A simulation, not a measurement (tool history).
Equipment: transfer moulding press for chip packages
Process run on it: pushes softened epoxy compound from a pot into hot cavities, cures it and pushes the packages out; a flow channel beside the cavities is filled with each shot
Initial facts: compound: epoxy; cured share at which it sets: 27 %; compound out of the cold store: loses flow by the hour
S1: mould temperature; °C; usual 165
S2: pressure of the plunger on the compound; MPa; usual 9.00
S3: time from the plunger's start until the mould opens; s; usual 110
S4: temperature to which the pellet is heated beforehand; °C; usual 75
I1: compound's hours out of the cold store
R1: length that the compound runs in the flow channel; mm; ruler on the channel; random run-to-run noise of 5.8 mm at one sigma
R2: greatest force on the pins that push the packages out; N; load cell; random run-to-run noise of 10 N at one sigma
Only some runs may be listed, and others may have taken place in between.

| run | hour | S1 | S2 | S3 | S4 | I1 | R1 | R2 |
|---|---|---|---|---|---|---|---|---|
| 1 | 0.0 | 165 | 9.00 | 110 | 75 | 10.5 | 706 | 646 |
| 2 | 21.0 | 165 | 7.20 | 110 | 75 | 37.8 | 595 | 716 |
| 3 | 36.4 | 165 | 9.00 | 110 | 75 | 15.4 | 698 | 700 |
| 4 | 47.2 | 165 | 9.00 | 110 | 75 | 13.8 | 696 | 702 |
|  | 53.3 | cavities cleaned with cleaning compound and waxed |
| 5 | 62.7 | 165 | 9.00 | 110 | 75 | 46.2 | 642 | 520 |
| 6 | 71.6 | 165 | 9.00 | 110 | 75 | 14.5 | 699 | 597 |
| 7 | 86.3 | 165 | 9.00 | 110 | 75 | 16.0 | 696 | 629 |
| 8 | 106.7 | 165 | 9.00 | 110 | 75 | 34.0 | 657 | 687 |
| 9 | 122.0 | 164 | 9.00 | 110 | 75 | 47.9 | 640 | 729 |
| 10 | 132.2 | 164 | 9.00 | 110 | 75 | 9.4 | 706 | 751 |
|  | 151.7 | cavities cleaned with cleaning compound and waxed |
| 11 | 154.7 | 164 | 9.00 | 110 | 75 | 33.5 | 668 | 527 |
|  | 166.3 | plunger's sealing rings changed |
| 12 | 168.2 | 164 | 9.00 | 110 | 75 | 44.9 | 682 | 594 |
| 13 | 180.8 | 165 | 9.00 | 110 | 75 | 22.6 | 716 | 637 |
| 14 | 192.7 | 165 | 7.21 | 109 | 75 | 10.5 | 656 | 693 |
| 15 | 205.1 | 165 | 7.21 | 109 | 75 | 10.2 | 659 | 722 |
| 16 | 224.7 | 165 | 9.00 | 118 | 70 | 20.4 | 710 | 658 |
| 17 | 245.0 | 165 | 9.38 | 102 | 70 | 13.9 | 739 | 834 |
|  | 252.5 | cavities cleaned with cleaning compound and waxed |
| 18 | 261.1 | 162 | 9.64 | 102 | 70 | 27.2 | 743 | 792 |
| 19 | 276.7 | 165 | 9.62 | 137 | 65 | 40.2 | 699 | 506 |
| 20 | 286.0 | 165 | 9.00 | 121 | 75 | 29.2 | 699 | 584 |
| 21 | 302.0 | 165 | 8.02 | 135 | 75 | 32.0 | 665 | 556 |
| 22 | 318.6 | 169 | 10.78 | 96 | 75 | 14.1 | 788 | 712 |
| 23 | 333.9 | 169 | 10.78 | 96 | 75 | 27.0 | 754 | 713 |
| 24 | 346.2 | 165 | 9.00 | 107 | 78 | 13.1 | 726 | 760 |
|  | 349.6 | cavities cleaned with cleaning compound and waxed |
| 25 | 360.3 | 165 | 8.55 | 118 | 68 | 43.7 | 647 | 502 |
| 26 | 378.4 | 165 | 9.00 | 139 | 80 | 12.3 | 716 | 531 |

Alternative continuations, all from the tool just after run 26; predict every row:
| A | 389.5 | 170 | 9.00 | 139 | 74 | 24.9 | ? | ? |
| B | 389.5 | 167 | 9.00 | 139 | 84 | 12.2 | ? | ? |
| C | 389.5 | 165 | 7.77 | 133 | 65 | 46.6 | ? | ? |
| D | 389.5 | 168 | 8.63 | 110 | 80 | 15.5 | ? | ? |

| run | R1 | R2 |
|---|---|---|
| A | 681 | 546 |
| B | 719 | 544 |
| C | 610 | 556 |
| D | 690 | 579 |
The same runs, with their run-to-run variation unchanged, on a tool lacking any hidden condition would have given:
| run | R1 | R2 |
|---|---|---|
| A | 699 | 391 |
| B | 737 | 391 |
| C | 626 | 396 |
| D | 708 | 413 |
